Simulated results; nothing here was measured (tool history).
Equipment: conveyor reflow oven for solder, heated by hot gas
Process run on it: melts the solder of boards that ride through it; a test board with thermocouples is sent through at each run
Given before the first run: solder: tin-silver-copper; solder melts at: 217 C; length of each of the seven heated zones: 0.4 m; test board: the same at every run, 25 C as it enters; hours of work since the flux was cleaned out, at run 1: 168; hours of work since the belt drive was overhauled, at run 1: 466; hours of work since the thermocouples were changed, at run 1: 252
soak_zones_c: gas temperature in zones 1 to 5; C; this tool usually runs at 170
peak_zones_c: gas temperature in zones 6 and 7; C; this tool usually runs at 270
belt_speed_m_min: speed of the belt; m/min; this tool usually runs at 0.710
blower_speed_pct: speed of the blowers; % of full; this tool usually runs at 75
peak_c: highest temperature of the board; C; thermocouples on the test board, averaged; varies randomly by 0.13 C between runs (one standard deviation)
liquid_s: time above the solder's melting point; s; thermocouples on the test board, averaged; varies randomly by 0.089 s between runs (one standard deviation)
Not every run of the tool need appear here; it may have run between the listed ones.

run,hour,soak_zones_c,peak_zones_c,belt_speed_m_min,blower_speed_pct,hours of work since the flux was cleaned out,hours of work since the belt drive was overhauled,hours of work since the thermocouples were changed,peak_c,liquid_s
1,0.0,170,270,0.710,75,168,466,252,258.5,54.22
# hour 29.5: flux residue cleaned out of gas plates and filters
2,55.5,170,270,0.710,75,20,506,292,257.2,53.22
3,104.3,170,270,0.710,75,59,545,331,257.0,53.07
4,138.4,170,270,0.710,75,86,572,357,256.9,52.84
5,189.0,170,270,0.710,75,126,612,397,256.8,52.97
6,233.1,170,270,0.710,55,161,646,432,251.9,48.73
# hour 272.9: flux residue cleaned out of gas plates and filters
7,294.5,170,270,0.710,55,17,691,477,255.3,52.07
8,328.0,184,270,0.710,75,43,717,503,262.4,60.77
# hour 345.5: belt drive overhauled, speed set with a stopwatch
9,364.9,184,270,0.710,75,69,15,529,262.1,59.94
10,405.4,184,270,0.710,75,101,47,561,261.7,59.95
# hour 448.3: flux residue cleaned out of gas plates and filters, once more
11,448.3,170,270,0.710,75,0,77,591,260.7,55.58
12,481.8,170,270,0.710,75,26,104,617,260.7,55.31
13,517.2,170,270,0.710,75,54,132,645,260.8,55.35
14,571.1,170,270,0.804,75,97,174,688,256.8,46.24

The next listed run, before its measurement:
15,625.8,183,279,0.632,61,140,217,731,?,?

{"run 15": {"peak_c": 270.9, "liquid_s": 71.03}}
With the hidden condition absent and the run-to-run variation left alone, this run would have shown peak_c 269.0 C, liquid_s 69.99 s.
